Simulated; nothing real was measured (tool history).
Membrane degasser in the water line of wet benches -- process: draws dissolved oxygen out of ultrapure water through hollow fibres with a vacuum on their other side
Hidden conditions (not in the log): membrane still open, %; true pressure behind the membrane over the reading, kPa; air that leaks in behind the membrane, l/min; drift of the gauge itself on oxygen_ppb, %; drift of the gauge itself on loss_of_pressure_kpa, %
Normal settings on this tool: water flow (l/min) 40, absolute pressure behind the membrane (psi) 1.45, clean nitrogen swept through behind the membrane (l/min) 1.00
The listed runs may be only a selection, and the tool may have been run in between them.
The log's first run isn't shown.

run,hour,water flow (l/min),absolute pressure behind the membrane (psi),clean nitrogen swept through behind the membrane (l/min),hours since the membrane was changed,hours since the vacuum gauge was calibrated,hours since the vacuum lines were made tight,dissolved oxygen in the water behind the degasser (ppb),pressure that the water loses in the fibres (psi)
2,122.4,40,2.47,1.00,516,3223,7765,1041.8,4.583
3,204.3,40,2.47,1.00,598,3305,7847,1039.8,4.631
4,325.6,60,1.45,1.00,719,3426,7969,817.4,6.872
5,439.5,60,1.45,1.00,833,3540,8082,818.5,6.940
6,516.6,64,1.45,1.00,910,3617,8159,869.2,7.355
7,618.7,64,1.45,1.00,1012,3719,8262,864.0,7.355
8,708.7,64,1.45,1.00,1102,3809,8352,865.4,7.353
9,769.5,64,1.45,1.00,1163,3870,8412,866.7,7.368
10,888.8,64,1.45,1.00,1282,3989,8532,859.7,7.365
11,964.3,64,1.45,1.00,1358,4065,8607,874.5,7.384
12,1032.6,64,1.45,1.00,1426,4133,8676,871.7,7.403
13,1117.2,64,1.45,1.00,1511,4218,8760,866.0,7.387
14,1199.8,64,1.45,1.00,1593,4300,8843,875.7,7.387
15,1280.0,64,1.45,1.00,1673,4380,8923,870.8,7.384
16,1357.5,40,1.45,1.00,1751,4458,9000,569.3,4.644
17,1473.1,40,1.45,1.00,1866,4574,9116,575.4,4.644

For run 18, what comes out?
18,1553.0,28,3.35,0.44,1946,4654,9196,?,?

Run 18 produced dissolved oxygen in the water behind the degasser (ppb) 1912.0, pressure that the water loses in the fibres (psi) 3.208.
If the tool had no hidden condition, the same run with the same run-to-run variation would have returned dissolved oxygen in the water behind the degasser (ppb) 1898.5, pressure that the water loses in the fibres (psi) 3.189.
